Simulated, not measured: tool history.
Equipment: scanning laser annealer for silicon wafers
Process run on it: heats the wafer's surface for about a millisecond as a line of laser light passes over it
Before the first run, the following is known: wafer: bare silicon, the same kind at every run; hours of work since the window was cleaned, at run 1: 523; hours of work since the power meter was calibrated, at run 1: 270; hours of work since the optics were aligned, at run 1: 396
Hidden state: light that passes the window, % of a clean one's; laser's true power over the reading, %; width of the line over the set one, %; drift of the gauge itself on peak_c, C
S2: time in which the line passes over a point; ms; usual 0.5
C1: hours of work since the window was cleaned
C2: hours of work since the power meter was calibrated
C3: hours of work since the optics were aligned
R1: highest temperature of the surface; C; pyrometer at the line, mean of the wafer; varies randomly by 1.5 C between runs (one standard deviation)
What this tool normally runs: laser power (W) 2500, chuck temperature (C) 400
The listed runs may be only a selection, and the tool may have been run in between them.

run 1 hour=0 | laser_power_(W)=2500 S2=0.5 chuck_temperature_(C)=400 | C1=523 C2=270 C3=396 | R1=1092
run 2 hour=11.8 | laser_power_(W)=2500 S2=0.5 chuck_temperature_(C)=400 | C1=529 C2=276 C3=403 | R1=1091
run 3 hour=24 | laser_power_(W)=2500 S2=0.5 chuck_temperature_(C)=400 | C1=535 C2=283 C3=409 | R1=1089
run 4 hour=39.7 | laser_power_(W)=2500 S2=0.5 chuck_temperature_(C)=400 | C1=544 C2=291 C3=417 | R1=1089
run 5 hour=53.4 | laser_power_(W)=2500 S2=0.5 chuck_temperature_(C)=372 | C1=551 C2=299 C3=425 | R1=1061
run 6 hour=70.5 | laser_power_(W)=2741 S2=0.5 chuck_temperature_(C)=400 | C1=560 C2=308 C3=434 | R1=1169
run 7 hour=77.8 | laser_power_(W)=2741 S2=0.5 chuck_temperature_(C)=381 | C1=564 C2=312 C3=438 | R1=1150
run 8 hour=95 | laser_power_(W)=2381 S2=0.5 chuck_temperature_(C)=381 | C1=573 C2=321 C3=447 | R1=1028
run 9 hour=109.1 | laser_power_(W)=2381 S2=0.5 chuck_temperature_(C)=381 | C1=581 C2=328 C3=454 | R1=1029
run 10 hour=123.3 | laser_power_(W)=2381 S2=0.5 chuck_temperature_(C)=381 | C1=588 C2=336 C3=462 | R1=1028
run 11 hour=135.6 | laser_power_(W)=2381 S2=0.5 chuck_temperature_(C)=381 | C1=595 C2=342 C3=469 | R1=1029
run 12 hour=147 | laser_power_(W)=2381 S2=0.5 chuck_temperature_(C)=381 | C1=601 C2=348 C3=475 | R1=1030
run 13 hour=157.3 | laser_power_(W)=2381 S2=0.5 chuck_temperature_(C)=381 | C1=606 C2=354 C3=480 | R1=1026
run 14 hour=174.3 | laser_power_(W)=2381 S2=0.5 chuck_temperature_(C)=381 | C1=615 C2=363 C3=489 | R1=1026
run 15 hour=187.5 | laser_power_(W)=2500 S2=0.5 chuck_temperature_(C)=400 | C1=622 C2=370 C3=496 | R1=1086
run 16 hour=202.4 | laser_power_(W)=2500 S2=0.5 chuck_temperature_(C)=400 | C1=630 C2=378 C3=504 | R1=1083
run 17 hour=214 | laser_power_(W)=2500 S2=0.5 chuck_temperature_(C)=400 | C1=637 C2=384 C3=510 | R1=1082
run 18 hour=227.3 | laser_power_(W)=2500 S2=0.5 chuck_temperature_(C)=400 | C1=644 C2=391 C3=517 | R1=1085
run 19 hour=243 | laser_power_(W)=2500 S2=0.5 chuck_temperature_(C)=400 | C1=652 C2=400 C3=526 | R1=1085
run 20 hour=253.2 | laser_power_(W)=2500 S2=0.5 chuck_temperature_(C)=411 | C1=657 C2=405 C3=531 | R1=1095
run 21 hour=267.4 | laser_power_(W)=2210 S2=0.5 chuck_temperature_(C)=400 | C1=665 C2=413 C3=539 | R1=987
run 22 hour=284.8 | laser_power_(W)=2279 S2=0.352 chuck_temperature_(C)=400 | C1=674 C2=422 C3=548 | R1=905
run 23 hour=297.2 | laser_power_(W)=2353 S2=0.5 chuck_temperature_(C)=370 | C1=681 C2=428 C3=555 | R1=1004
run 24 hour=307.7 | laser_power_(W)=2353 S2=0.5 chuck_temperature_(C)=370 | C1=687 C2=434 C3=560 | R1=1005
-- hour=320.6 window over the wafer cleaned
run 25 hour=326 | laser_power_(W)=2500 S2=0.5 chuck_temperature_(C)=369 | C1=3 C2=443 C3=569 | R1=1082
run 26 hour=334.1 | laser_power_(W)=2500 S2=0.5 chuck_temperature_(C)=369 | C1=7 C2=447 C3=573 | R1=1080
run 27 hour=349.1 | laser_power_(W)=2500 S2=0.5 chuck_temperature_(C)=369 | C1=15 C2=455 C3=581 | R1=1078
run 28 hour=363.3 | laser_power_(W)=2500 S2=0.359 chuck_temperature_(C)=369 | C1=23 C2=463 C3=589 | R1=962
run 29 hour=378.3 | laser_power_(W)=2713 S2=0.595 chuck_temperature_(C)=400 | C1=31 C2=471 C3=597 | R1=1260
run 30 hour=393.3 | laser_power_(W)=2484 S2=0.5 chuck_temperature_(C)=367 | C1=39 C2=479 C3=605 | R1=1071
run 31 hour=403.2 | laser_power_(W)=2508 S2=0.588 chuck_temperature_(C)=423 | C1=44 C2=484 C3=610 | R1=1199
run 32 hour=419.8 | laser_power_(W)=2500 S2=0.5 chuck_temperature_(C)=402 | C1=53 C2=493 C3=619 | R1=1109
run 33 hour=433.1 | laser_power_(W)=2500 S2=0.47 chuck_temperature_(C)=402 | C1=60 C2=500 C3=626 | R1=1091
run 34 hour=449.1 | laser_power_(W)=2391 S2=0.5 chuck_temperature_(C)=374 | C1=69 C2=508 C3=635 | R1=1045
run 35 hour=466.1 | laser_power_(W)=2329 S2=0.455 chuck_temperature_(C)=429 | C1=78 C2=517 C3=644 | R1=1048
run 36 hour=481.9 | laser_power_(W)=2311 S2=0.462 chuck_temperature_(C)=406 | C1=86 C2=526 C3=652 | R1=1023
run 37 hour=490.3 | laser_power_(W)=2311 S2=0.58 chuck_temperature_(C)=379 | C1=90 C2=530 C3=657 | R1=1073
run 38 hour=505.1 | laser_power_(W)=2311 S2=0.58 chuck_temperature_(C)=379 | C1=98 C2=538 C3=664 | R1=1075
run 39 hour=518.2 | laser_power_(W)=2311 S2=0.58 chuck_temperature_(C)=379 | C1=105 C2=545 C3=671 | R1=1075
run 40 hour=533.7 | laser_power_(W)=2503 S2=0.41 chuck_temperature_(C)=379 | C1=114 C2=553 C3=680 | R1=1013

Each run again, without the hidden state but with its own random variation kept:
run=1 R1=1120
run=2 R1=1119
run=3 R1=1117
run=4 R1=1118
run=5 R1=1091
run=6 R1=1202
run=7 R1=1183
run=8 R1=1057
run=9 R1=1058
run=10 R1=1057
run=11 R1=1058
run=12 R1=1059
run=13 R1=1056
run=14 R1=1056
run=15 R1=1118
run=16 R1=1116
run=17 R1=1115
run=18 R1=1119
run=19 R1=1118
run=20 R1=1129
run=21 R1=1016
run=22 R1=930
run=23 R1=1036
run=24 R1=1038
run=25 R1=1089
run=26 R1=1086
run=27 R1=1086
run=28 R1=969
run=29 R1=1269
run=30 R1=1079
run=31 R1=1208
run=32 R1=1118
run=33 R1=1099
run=34 R1=1054
run=35 R1=1057
run=36 R1=1032
run=37 R1=1083
run=38 R1=1085
run=39 R1=1086
run=40 R1=1024
